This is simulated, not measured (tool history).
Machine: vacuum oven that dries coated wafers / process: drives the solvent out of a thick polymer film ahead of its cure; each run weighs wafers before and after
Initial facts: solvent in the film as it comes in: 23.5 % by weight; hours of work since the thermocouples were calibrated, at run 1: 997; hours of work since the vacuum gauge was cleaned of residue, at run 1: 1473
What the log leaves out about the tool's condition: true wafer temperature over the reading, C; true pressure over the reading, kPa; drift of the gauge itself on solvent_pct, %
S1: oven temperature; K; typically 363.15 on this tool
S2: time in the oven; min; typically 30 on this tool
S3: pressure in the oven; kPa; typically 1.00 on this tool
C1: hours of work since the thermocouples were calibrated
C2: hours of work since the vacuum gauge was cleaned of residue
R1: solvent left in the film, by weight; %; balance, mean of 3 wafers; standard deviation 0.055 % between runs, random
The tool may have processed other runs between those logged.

| run | hour | S1 | S2 | S3 | C1 | C2 | R1 |
|---|---|---|---|---|---|---|---|
| 1 | 0.0 | 363.15 | 30 | 1.00 | 997 | 1473 | 3.20 |
| 2 | 36.6 | 363.15 | 30 | 1.00 | 1013 | 1489 | 3.10 |
| 3 | 89.7 | 363.15 | 30 | 1.00 | 1037 | 1512 | 3.18 |
| 4 | 149.5 | 363.15 | 30 | 1.00 | 1064 | 1539 | 3.28 |
| 5 | 183.3 | 363.15 | 30 | 1.00 | 1079 | 1554 | 3.23 |
| 6 | 225.3 | 363.15 | 30 | 1.00 | 1097 | 1573 | 3.22 |
| 7 | 282.3 | 363.15 | 23 | 1.00 | 1123 | 1598 | 4.50 |
| 8 | 330.0 | 357.15 | 30 | 1.00 | 1144 | 1619 | 5.54 |
| 9 | 402.4 | 357.15 | 30 | 1.00 | 1176 | 1652 | 5.52 |
| 10 | 483.8 | 363.15 | 30 | 3.96 | 1212 | 1688 | 5.93 |
| 11 | 522.3 | 363.15 | 30 | 3.96 | 1230 | 1705 | 6.03 |
| 12 | 575.1 | 363.15 | 30 | 0.88 | 1253 | 1729 | 3.21 |
| 13 | 619.7 | 363.15 | 30 | 0.88 | 1273 | 1748 | 3.23 |
| 14 | 668.9 | 363.15 | 30 | 0.88 | 1295 | 1770 | 3.30 |
| 15 | 746.0 | 373.15 | 30 | 1.00 | 1329 | 1805 | 1.28 |
| 16 | 827.9 | 373.15 | 30 | 1.00 | 1366 | 1841 | 1.39 |
| 17 | 904.7 | 373.15 | 30 | 1.00 | 1400 | 1875 | 1.38 |
|  | 967.4 | oven's thermocouples calibrated |
| 18 | 984.8 | 363.15 | 21 | 1.00 | 8 | 1910 | 4.80 |
| 19 | 1028.2 | 357.15 | 30 | 1.00 | 27 | 1929 | 5.40 |
| 20 | 1090.2 | 363.15 | 30 | 1.00 | 55 | 1957 | 3.01 |
| 21 | 1167.9 | 363.15 | 30 | 1.00 | 89 | 1991 | 3.25 |
| 22 | 1242.2 | 368.15 | 30 | 1.00 | 122 | 2025 | 2.06 |
| 23 | 1316.9 | 368.15 | 30 | 1.00 | 156 | 2058 | 2.06 |
| 24 | 1380.2 | 355.15 | 21 | 3.26 | 184 | 2086 | 10.48 |
| 25 | 1454.8 | 375.15 | 17 | 0.81 | 217 | 2119 | 2.05 |
| 26 | 1535.4 | 370.15 | 33 | 0.81 | 253 | 2155 | 1.63 |
| 27 | 1609.9 | 350.15 | 30 | 2.94 | 286 | 2188 | 10.94 |
| 28 | 1647.0 | 377.15 | 30 | 0.83 | 302 | 2205 | 0.98 |
| 29 | 1722.8 | 349.15 | 37 | 0.53 | 336 | 2238 | 7.57 |
| 30 | 1790.6 | 363.15 | 37 | 3.69 | 366 | 2269 | 4.99 |
| 31 | 1870.2 | 360.15 | 24 | 2.42 | 402 | 2304 | 6.77 |
|  | 1879.3 | vacuum gauge cleaned of residue and calibrated |
| 32 | 1908.6 | 360.15 | 31 | 2.42 | 418 | 13 | 6.05 |
| 33 | 1967.6 | 361.15 | 46 | 1.54 | 444 | 39 | 3.65 |
| 34 | 2011.4 | 354.15 | 47 | 2.03 | 464 | 59 | 6.74 |
| 35 | 2075.7 | 366.15 | 17 | 2.06 | 493 | 87 | 6.31 |
| 36 | 2150.9 | 366.15 | 49 | 0.55 | 526 | 121 | 1.79 |
| 37 | 2190.3 | 351.15 | 30 | 1.90 | 544 | 138 | 10.31 |
|  | 2236.9 | vacuum gauge cleaned of residue and calibrated, once more |
| 38 | 2251.9 | 371.15 | 30 | 1.00 | 570 | 7 | 1.07 |
| 39 | 2294.2 | 371.15 | 30 | 1.00 | 589 | 25 | 1.06 |
| 40 | 2369.5 | 376.15 | 42 | 1.00 | 623 | 59 | 0.53 |
| 41 | 2441.5 | 350.15 | 31 | 1.00 | 655 | 91 | 8.14 |
| 42 | 2518.2 | 362.15 | 19 | 1.00 | 689 | 125 | 5.54 |
| 43 | 2556.4 | 358.15 | 30 | 0.97 | 706 | 142 | 4.66 |
| 44 | 2611.5 | 370.15 | 24 | 0.52 | 730 | 167 | 1.41 |
| 45 | 2677.8 | 370.15 | 24 | 0.52 | 760 | 196 | 1.51 |
| 46 | 2737.6 | 370.15 | 34 | 1.00 | 787 | 223 | 1.11 |

Difference, measured minus no-hidden-state, one row per run. Run-to-run variation is common to both terms; the gauge's own scatter need not be:
| run | R1 |
|---|---|
| 1 | +0.78 |
| 2 | +0.77 |
| 3 | +0.80 |
| 4 | +0.81 |
| 5 | +0.81 |
| 6 | +0.83 |
| 7 | +0.93 |
| 8 | +1.12 |
| 9 | +1.14 |
| 10 | +1.02 |
| 11 | +1.05 |
| 12 | +0.96 |
| 13 | +0.99 |
| 14 | +0.99 |
| 15 | +0.57 |
| 16 | +0.58 |
| 17 | +0.59 |
| 18 | +0.69 |
| 19 | +0.88 |
| 20 | +0.74 |
| 21 | +0.77 |
| 22 | +0.64 |
| 23 | +0.66 |
| 24 | +0.99 |
| 25 | +0.59 |
| 26 | +0.63 |
| 27 | +1.27 |
| 28 | +0.48 |
| 29 | +1.40 |
| 30 | +0.99 |
| 31 | +1.16 |
| 32 | +1.62 |
| 33 | +1.57 |
| 34 | +2.08 |
| 35 | +1.42 |
| 36 | +1.24 |
| 37 | +2.13 |
| 38 | +0.12 |
| 39 | +0.13 |
| 40 | +0.04 |
| 41 | +0.68 |
| 42 | +0.61 |
| 43 | +0.60 |
| 44 | +0.30 |
| 45 | +0.32 |
| 46 | +0.19 |
